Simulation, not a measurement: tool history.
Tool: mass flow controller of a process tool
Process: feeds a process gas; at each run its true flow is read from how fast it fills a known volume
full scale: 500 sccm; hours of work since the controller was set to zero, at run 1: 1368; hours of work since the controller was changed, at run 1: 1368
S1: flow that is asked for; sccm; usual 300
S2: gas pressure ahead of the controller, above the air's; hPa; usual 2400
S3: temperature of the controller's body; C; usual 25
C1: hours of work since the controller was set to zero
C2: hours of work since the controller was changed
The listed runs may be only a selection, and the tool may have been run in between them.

Run 1, hour 0: usual settings; C1 1368; C2 1368. Result: true flow (%) 99.12.
Run 2, hour 58.5: usual settings; C1 1408; C2 1408. Result: true flow (%) 99.24.
Run 3, hour 176: usual settings; C1 1489; C2 1489. Result: true flow (%) 99.18.
Run 4, hour 276.8: usual settings; C1 1559; C2 1559. Result: true flow (%) 99.35.
Run 5, hour 328.7: usual settings; C1 1595; C2 1595. Result: true flow (%) 99.24.
Run 6, hour 399.5: usual settings; C1 1644; C2 1644. Result: true flow (%) 99.15.
Run 7, hour 470.5: usual settings but S2 2010 hPa; C1 1693; C2 1693. Result: true flow (%) 99.05.
Run 8, hour 541.3: usual settings but S2 2010 hPa; C1 1742; C2 1742. Result: true flow (%) 99.02.
Run 9, hour 647: usual settings but S1 311 sccm; C1 1815; C2 1815. Result: true flow (%) 99.41.
Run 10, hour 744.5: usual settings; C1 1882; C2 1882. Result: true flow (%) 99.14.
Run 11, hour 863.6: usual settings; C1 1965; C2 1965. Result: true flow (%) 99.22.
At hour 873.7: controller's zero set anew.
Run 12, hour 972.5: usual settings but S1 72 sccm; C1 68; C2 2040. Result: true flow (%) 95.72.
Run 13, hour 1052.6: usual settings but S1 286 sccm; C1 124; C2 2095. Result: true flow (%) 98.96.
Run 14, hour 1172.6: usual settings but S1 286 sccm; C1 207; C2 2178. Result: true flow (%) 98.94.
Run 15, hour 1235.2: usual settings; C1 250; C2 2221. Result: true flow (%) 99.15.
Run 16, hour 1335.6: usual settings; C1 319; C2 2290. Result: true flow (%) 99.11.
At hour 1376.9: controller's zero set anew, once more.
Run 17, hour 1428.4: usual settings but S3 23 C; C1 36; C2 2354. Result: true flow (%) 99.85.
Run 18, hour 1487.7: usual settings; C1 77; C2 2395. Result: true flow (%) 99.95.
Run 19, hour 1562.3: usual settings; C1 128; C2 2447. Result: true flow (%) 100.07.
Run 20, hour 1676.9: usual settings but S1 323 sccm, S2 1980 hPa, S3 31 C; C1 207; C2 2526. Result: true flow (%) 99.98.
Run 21, hour 1795.5: usual settings but S1 323 sccm, S2 1980 hPa, S3 31 C; C1 289; C2 2608. Result: true flow (%) 100.08.
Run 22, hour 1856.4: usual settings but S1 323 sccm, S2 1980 hPa, S3 31 C; C1 331; C2 2650. Result: true flow (%) 99.96.
Run 23, hour 1928.4: usual settings; C1 381; C2 2700. Result: true flow (%) 99.99.
Run 24, hour 2038.6: usual settings but S3 40 C; C1 457; C2 2776. Result: true flow (%) 100.17.
Run 25, hour 2124.5: usual settings but S1 329 sccm, S2 2370 hPa, S3 40 C; C1 517; C2 2835. Result: true flow (%) 100.41.
Run 26, hour 2225.2: usual settings but S1 166 sccm, S3 20 C; C1 586; C2 2905. Result: true flow (%) 99.06.
Run 27, hour 2339.1: usual settings but S1 166 sccm, S3 20 C; C1 665; C2 2984. Result: true flow (%) 99.02.
Run 28, hour 2447.6: usual settings but S1 166 sccm, S2 2370 hPa, S3 30 C; C1 740; C2 3059. Result: true flow (%) 99.04.
Run 29, hour 2526.9: usual settings but S1 73 sccm, S2 2210 hPa, S3 38 C; C1 795; C2 3113. Result: true flow (%) 98.21.
Run 30, hour 2613.1: usual settings but S1 278 sccm, S2 2210 hPa, S3 23 C; C1 854; C2 3173. Result: true flow (%) 99.72.
Run 31, hour 2685.5: usual settings but S1 278 sccm, S2 2210 hPa, S3 23 C; C1 904; C2 3223. Result: true flow (%) 99.62.
Run 32, hour 2781.5: usual settings but S1 52 sccm; C1 971; C2 3289. Result: true flow (%) 97.33.
Run 33, hour 2893.5: usual settings but S1 52 sccm; C1 1048; C2 3367. Result: true flow (%) 97.07.
Run 34, hour 2961.9: usual settings but S1 52 sccm; C1 1095; C2 3414. Result: true flow (%) 97.07.
Run 35, hour 3014: usual settings but S1 52 sccm, S2 1990 hPa, S3 23 C; C1 1131; C2 3450. Result: true flow (%) 96.85.

Measured minus without-hidden-state, run by run (identical run-to-run variation in each term; gauge scatter may differ):
Hidden state present: flow at rest that the sensor doesn't see, % of full scale; true flow over the shown one, %; drift of the gauge itself on true_pct, %.
run  true flow (%)
  1          +0.12
  2          +0.11
  3          +0.11
  4          +0.11
  5          +0.11
  6          +0.11
  7          +0.11
  8           +0.1
  9          +0.12
 10          +0.09
 11           +0.1
 12          -2.22
 13          -0.03
 14          -0.04
 15             +0
 16             +0
 17          +0.76
 18          +0.75
 19          +0.75
 20          +0.75
 21          +0.76
 22          +0.75
 23          +0.74
 24          +0.74
 25          +0.75
 26          +0.58
 27          +0.56
 28          +0.55
 29          -0.02
 30          +0.71
 31          +0.71
 32          -0.64
 33          -0.75
 34           -0.8
 35          -0.85

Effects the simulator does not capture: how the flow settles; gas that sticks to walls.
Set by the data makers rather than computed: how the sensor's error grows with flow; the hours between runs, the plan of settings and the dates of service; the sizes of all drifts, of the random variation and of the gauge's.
